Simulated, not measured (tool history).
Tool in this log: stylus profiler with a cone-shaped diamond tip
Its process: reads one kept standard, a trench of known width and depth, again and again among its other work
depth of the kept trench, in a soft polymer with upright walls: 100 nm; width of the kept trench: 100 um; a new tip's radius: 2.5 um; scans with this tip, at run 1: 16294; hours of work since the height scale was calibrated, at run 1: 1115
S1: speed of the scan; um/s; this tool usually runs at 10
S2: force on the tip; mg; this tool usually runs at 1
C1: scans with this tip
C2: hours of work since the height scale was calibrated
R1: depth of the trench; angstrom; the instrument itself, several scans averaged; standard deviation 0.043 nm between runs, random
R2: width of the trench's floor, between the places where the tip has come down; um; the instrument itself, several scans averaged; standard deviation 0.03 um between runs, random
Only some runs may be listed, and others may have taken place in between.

run	hour	S1	S2	C1	C2	R1	R2
1	0	10	1	16294	1115	1013.9	97.99
2	12.8	10	1	16401	1122	1013.1	97.99
3	31.4	10	1	16556	1133	1013.2	97.97
4	52.1	10	1	16729	1145	1013.6	98.04
5	69.7	10	2.95	16876	1155	1022.9	98
6	83.8	10	1.11	16994	1163	1013.9	98.03
7	99.8	23	1	17128	1172	1013.5	97.91
8	113.4	10	1	17242	1180	1013.4	97.98
9	131	10	1	17389	1190	1014	98
10	153.3	10	1	17575	1203	1013.2	98.03
11	171	10	1	17723	1213	1013.4	97.93
12	185.6	10	1	17845	1221	1013.1	98.03
13	202.6	10	1	17987	1231	1013.5	97.94
14	225.4	10	1	18178	1244	1013.8	97.97
15	246.9	10	1	18358	1256	1013.2	97.94
16	261.1	9	1	18477	1264	1014	97.94
17	278.8	9	0.49	18624	1274	1011	97.91
18	290.9	9	0.49	18725	1281	1010.8	97.91
19	310.9	9	0.49	18893	1293	1010.8	97.91
20	329.5	6	0.49	19048	1303	1010.9	97.92
21	350.2	2	1	19221	1315	1013.3	98.02
22	360.6	10	1	19308	1321	1013.5	97.97
23	383.2	10	1	19497	1334	1014	97.87
24	404.1	12	1.11	19672	1346	1015.6	97.91
25	422.5	12	1.11	19825	1357	1014.8	97.93
26	433.2	9	0.6	19915	1363	1011.7	97.95
27	445.6	9	0.6	20019	1370	1012.3	97.84
28	465.5	23	0.37	20185	1381	1010.2	97.74

What will run 29 give?
29	475.4	5	2.04	20267	1387	?	?

R1: 1020.6 angstrom
R2: 97.93 um
The same run, on a tool lacking any hidden state, would have yielded R1 1014.8 angstrom, R2 98.57 um.
